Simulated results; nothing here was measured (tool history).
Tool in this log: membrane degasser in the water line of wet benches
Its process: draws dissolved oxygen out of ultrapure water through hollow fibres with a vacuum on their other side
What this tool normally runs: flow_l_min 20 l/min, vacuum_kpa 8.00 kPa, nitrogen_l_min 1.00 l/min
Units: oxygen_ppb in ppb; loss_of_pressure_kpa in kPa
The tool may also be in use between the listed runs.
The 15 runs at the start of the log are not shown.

{"run": 16, "day": 58.775, "flow_l_min": 15, "vacuum_kpa": 8.0, "nitrogen_l_min": 1.0, "oxygen_ppb": 216.7, "loss_of_pressure_kpa": 29.53}
{"run": 17, "day": 64.071, "flow_l_min": 15, "vacuum_kpa": 4.98, "nitrogen_l_min": 0.66, "oxygen_ppb": 139.5, "loss_of_pressure_kpa": 29.77}
{"run": 18, "day": 69.146, "flow_l_min": 15, "vacuum_kpa": 4.98, "nitrogen_l_min": 0.66, "oxygen_ppb": 139.3, "loss_of_pressure_kpa": 29.39}
{"run": 19, "day": 72.762, "flow_l_min": 22, "vacuum_kpa": 4.98, "nitrogen_l_min": 0.55, "oxygen_ppb": 285.7, "loss_of_pressure_kpa": 43.26}
{"run": 20, "day": 77.071, "flow_l_min": 22, "vacuum_kpa": 4.98, "nitrogen_l_min": 0.55, "oxygen_ppb": 284.9, "loss_of_pressure_kpa": 43.02}
{"run": 21, "day": 80.067, "flow_l_min": 18, "vacuum_kpa": 4.98, "nitrogen_l_min": 0.55, "oxygen_ppb": 203.5, "loss_of_pressure_kpa": 35.33}
{"run": 22, "day": 82.6, "flow_l_min": 28, "vacuum_kpa": 4.9, "nitrogen_l_min": 1.0, "oxygen_ppb": 353.3, "loss_of_pressure_kpa": 55.17}
{"run": 23, "day": 87.9, "flow_l_min": 28, "vacuum_kpa": 4.9, "nitrogen_l_min": 1.0, "oxygen_ppb": 355.4, "loss_of_pressure_kpa": 55.1}
{"run": 24, "day": 90.708, "flow_l_min": 27, "vacuum_kpa": 8.0, "nitrogen_l_min": 2.38, "oxygen_ppb": 360.6, "loss_of_pressure_kpa": 53.2}
{"run": 25, "day": 94.325, "flow_l_min": 27, "vacuum_kpa": 8.0, "nitrogen_l_min": 2.38, "oxygen_ppb": 363.1, "loss_of_pressure_kpa": 53.23}
{"run": 26, "day": 96.571, "flow_l_min": 27, "vacuum_kpa": 8.0, "nitrogen_l_min": 2.38, "oxygen_ppb": 357.8, "loss_of_pressure_kpa": 53.12}
{"run": 27, "day": 100.208, "flow_l_min": 26, "vacuum_kpa": 7.99, "nitrogen_l_min": 1.28, "oxygen_ppb": 425.8, "loss_of_pressure_kpa": 50.98}
{"run": 28, "day": 102.742, "flow_l_min": 13, "vacuum_kpa": 7.11, "nitrogen_l_min": 0.49, "oxygen_ppb": 251.1, "loss_of_pressure_kpa": 25.42}
{"run": 29, "day": 107.108, "flow_l_min": 19, "vacuum_kpa": 7.11, "nitrogen_l_min": 0.62, "oxygen_ppb": 348.4, "loss_of_pressure_kpa": 37.57}
{"run": 30, "day": 109.462, "flow_l_min": 15, "vacuum_kpa": 14.6, "nitrogen_l_min": 0.62, "oxygen_ppb": 628.4, "loss_of_pressure_kpa": 29.67}
{"run": 31, "day": 112.933, "flow_l_min": 24, "vacuum_kpa": 7.15, "nitrogen_l_min": 0.47, "oxygen_ppb": 544.9, "loss_of_pressure_kpa": 47.4}
{"run": 32, "day": 115.621, "flow_l_min": 24, "vacuum_kpa": 7.15, "nitrogen_l_min": 0.47, "oxygen_ppb": 543.0, "loss_of_pressure_kpa": 47.45}

Each row is a separate what-if for the run after 32, all from the same tool condition, not one after another. Results?
{"run": "A", "day": 120.525, "flow_l_min": 24, "vacuum_kpa": 14.32, "nitrogen_l_min": 0.47, "oxygen_ppb": "?", "loss_of_pressure_kpa": "?"}
{"run": "B", "day": 120.525, "flow_l_min": 20, "vacuum_kpa": 13.8, "nitrogen_l_min": 1.0, "oxygen_ppb": "?", "loss_of_pressure_kpa": "?"}
{"run": "C", "day": 120.525, "flow_l_min": 16, "vacuum_kpa": 5.06, "nitrogen_l_min": 0.57, "oxygen_ppb": "?", "loss_of_pressure_kpa": "?"}
{"run": "D", "day": 120.525, "flow_l_min": 20, "vacuum_kpa": 8.0, "nitrogen_l_min": 0.82, "oxygen_ppb": "?", "loss_of_pressure_kpa": "?"}

run=A oxygen_ppb=1133.5 loss_of_pressure_kpa=47.43
run=B oxygen_ppb=556.6 loss_of_pressure_kpa=39.32
run=C oxygen_ppb=175.6 loss_of_pressure_kpa=31.60
run=D oxygen_ppb=366.1 loss_of_pressure_kpa=39.46
With no hidden state in the tool, these same runs would have given:
run=A oxygen_ppb=1121.5 loss_of_pressure_kpa=46.61
run=B oxygen_ppb=538.0 loss_of_pressure_kpa=38.63
run=C oxygen_ppb=166.2 loss_of_pressure_kpa=31.06
run=D oxygen_ppb=351.6 loss_of_pressure_kpa=38.78

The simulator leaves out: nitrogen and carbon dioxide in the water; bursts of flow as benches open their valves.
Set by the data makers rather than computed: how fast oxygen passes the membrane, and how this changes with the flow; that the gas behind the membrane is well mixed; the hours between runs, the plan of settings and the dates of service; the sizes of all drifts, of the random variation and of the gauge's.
